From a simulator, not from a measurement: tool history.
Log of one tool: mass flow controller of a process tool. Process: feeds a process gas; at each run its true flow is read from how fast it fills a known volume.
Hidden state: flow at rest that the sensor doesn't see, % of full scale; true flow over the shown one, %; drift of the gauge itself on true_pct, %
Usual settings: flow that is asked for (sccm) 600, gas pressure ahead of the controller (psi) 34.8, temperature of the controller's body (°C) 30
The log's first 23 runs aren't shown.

run,hour,flow that is asked for (sccm),gas pressure ahead of the controller (psi),temperature of the controller's body (°C),hours of work since the controller was set to zero,hours of work since the controller was changed,true flow (%)
24,2600.8,686,39.3,30,4053,4053,98.83
25,2672.9,600,22.8,35,4100,4100,98.65
26,2756.5,600,34.8,32,4155,4155,98.66
27,2893,600,40.6,23,4245,4245,99.11
28,2995.8,600,40.6,23,4313,4313,99.07
29,3088.4,441,22.2,29,4374,4374,98.58
30,3211,441,22.2,29,4454,4454,98.52
31,3353.4,199,34.8,30,4548,4548,97.66
32,3431.9,199,34.8,30,4600,4600,97.8
33,3555.4,942,20.6,36,4681,4681,99.25
34,3691.9,291,20.6,26,4771,4771,98.38
35,3760,646,21.6,31,4816,4816,98.88
36,3830.2,600,31.9,23,4862,4862,99.16
37,3911.3,600,21.3,23,4915,4915,99.3
38,4033,131,34.8,35,4996,4996,97.36
39,4174.6,363,20.7,36,5089,5089,97.93
40,4249.6,363,29,35,5138,5138,97.97
41,4324.8,363,29,35,5188,5188,97.97
42,4447.2,363,21,35,5268,5268,98.15
43,4543,227,24.1,37,5331,5331,97.53
44,4687.3,102,28.3,25,5426,5426,98.06
45,4804.7,325,35.2,21,5504,5504,98.57
46,4912.7,903,29.6,27,5575,5575,99.69
47,5039.8,903,29.6,30,5658,5658,99.48
48,5124.3,903,29.6,30,5714,5714,99.49

Forecast each of these 3 alternatives for the next run:
A,5249.3,903,21.5,26,5796,5796,?
B,5249.3,154,34.8,30,5796,5796,?
C,5249.3,111,29.6,30,5796,5796,?

run,true flow (%)
A,99.8
B,97.67
C,97.65
Without the tool's hidden state the same runs would have given:
run,true flow (%)
A,99.79
B,97.64
C,97.61
